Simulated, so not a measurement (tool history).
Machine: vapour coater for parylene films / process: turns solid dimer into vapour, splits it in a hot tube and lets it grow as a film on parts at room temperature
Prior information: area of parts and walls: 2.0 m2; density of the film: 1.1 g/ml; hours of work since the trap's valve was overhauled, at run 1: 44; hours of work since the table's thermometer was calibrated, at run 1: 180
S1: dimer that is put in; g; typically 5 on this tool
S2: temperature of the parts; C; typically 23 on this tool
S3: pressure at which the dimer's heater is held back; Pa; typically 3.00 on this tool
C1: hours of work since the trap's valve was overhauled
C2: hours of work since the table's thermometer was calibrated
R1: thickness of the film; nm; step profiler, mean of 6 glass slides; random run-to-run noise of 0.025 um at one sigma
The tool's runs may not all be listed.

run 1 hour=0.0 | S1=5 S2=23 S3=3.00 | C1=44 C2=180 | R1=1770
run 2 hour=16.8 | S1=5 S2=23 S3=3.00 | C1=51 C2=187 | R1=1760
run 3 hour=32.4 | S1=2 S2=23 S3=3.00 | C1=57 C2=194 | R1=700
run 4 hour=43.4 | S1=2 S2=23 S3=3.00 | C1=62 C2=198 | R1=690
run 5 hour=53.6 | S1=2 S2=23 S3=3.00 | C1=66 C2=202 | R1=700
run 6 hour=71.9 | S1=5 S2=23 S3=6.17 | C1=74 C2=210 | R1=1520
run 7 hour=80.4 | S1=5 S2=23 S3=6.17 | C1=78 C2=214 | R1=1480
run 8 hour=98.0 | S1=5 S2=23 S3=3.00 | C1=85 C2=221 | R1=1740
run 9 hour=110.8 | S1=5 S2=22 S3=3.00 | C1=90 C2=226 | R1=1820
run 10 hour=121.8 | S1=5 S2=28 S3=3.00 | C1=95 C2=231 | R1=1400
run 11 hour=140.8 | S1=5 S2=28 S3=3.00 | C1=103 C2=239 | R1=1370
run 12 hour=151.6 | S1=5 S2=25 S3=3.00 | C1=107 C2=244 | R1=1560
run 13 hour=160.7 | S1=5 S2=25 S3=3.00 | C1=111 C2=247 | R1=1570
run 14 hour=174.4 | S1=5 S2=25 S3=3.00 | C1=117 C2=253 | R1=1590
run 15 hour=182.7 | S1=5 S2=25 S3=3.00 | C1=121 C2=257 | R1=1600
run 16 hour=200.7 | S1=5 S2=25 S3=3.00 | C1=128 C2=264 | R1=1580
run 17 hour=209.6 | S1=8 S2=25 S3=3.00 | C1=132 C2=268 | R1=2550
run 18 hour=220.6 | S1=6 S2=32 S3=11.93 | C1=137 C2=273 | R1=1100
run 19 hour=233.4 | S1=6 S2=32 S3=11.93 | C1=142 C2=278 | R1=1050
run 20 hour=245.7 | S1=4 S2=35 S3=10.43 | C1=147 C2=283 | R1=640
run 21 hour=256.7 | S1=7 S2=17 S3=10.43 | C1=152 C2=288 | R1=2400
run 22 hour=267.2 | S1=6 S2=22 S3=10.43 | C1=156 C2=292 | R1=1650
run 23 hour=281.7 | S1=6 S2=22 S3=10.43 | C1=162 C2=298 | R1=1670
run 24 hour=290.6 | S1=6 S2=22 S3=10.43 | C1=166 C2=302 | R1=1670
run 25 hour=303.0 | S1=6 S2=22 S3=10.43 | C1=171 C2=307 | R1=1630
run 26 hour=316.4 | S1=2 S2=31 S3=2.56 | C1=177 C2=313 | R1=480
run 27 hour=328.7 | S1=8 S2=17 S3=6.20 | C1=182 C2=318 | R1=3000
run 28 hour=341.3 | S1=5 S2=23 S3=3.25 | C1=187 C2=323 | R1=1670
run 29 hour=356.3 | S1=5 S2=23 S3=3.25 | C1=194 C2=330 | R1=1610
run 30 hour=367.5 | S1=5 S2=23 S3=3.25 | C1=198 C2=334 | R1=1640
run 31 hour=377.5 | S1=5 S2=23 S3=3.25 | C1=202 C2=339 | R1=1640
run 32 hour=389.4 | S1=5 S2=23 S3=3.25 | C1=207 C2=344 | R1=1660
run 33 hour=409.0 | S1=5 S2=23 S3=7.57 | C1=216 C2=352 | R1=1370

Same runs, no hidden state in the tool, same run-to-run variation:
The tool's hidden condition here consists of: vapour lost through the trap's worn valve, %; true temperature of the parts over the reading, C; drift of the gauge itself on film_um, %.
run=1 R1=1800
run=2 R1=1800
run=3 R1=720
run=4 R1=710
run=5 R1=720
run=6 R1=1570
run=7 R1=1530
run=8 R1=1810
run=9 R1=1890
run=10 R1=1460
run=11 R1=1430
run=12 R1=1630
run=13 R1=1650
run=14 R1=1670
run=15 R1=1680
run=16 R1=1670
run=17 R1=2700
run=18 R1=1160
run=19 R1=1120
run=20 R1=680
run=21 R1=2560
run=22 R1=1760
run=23 R1=1780
run=24 R1=1790
run=25 R1=1750
run=26 R1=520
run=27 R1=3240
run=28 R1=1810
run=29 R1=1750
run=30 R1=1790
run=31 R1=1780
run=32 R1=1810
run=33 R1=1500
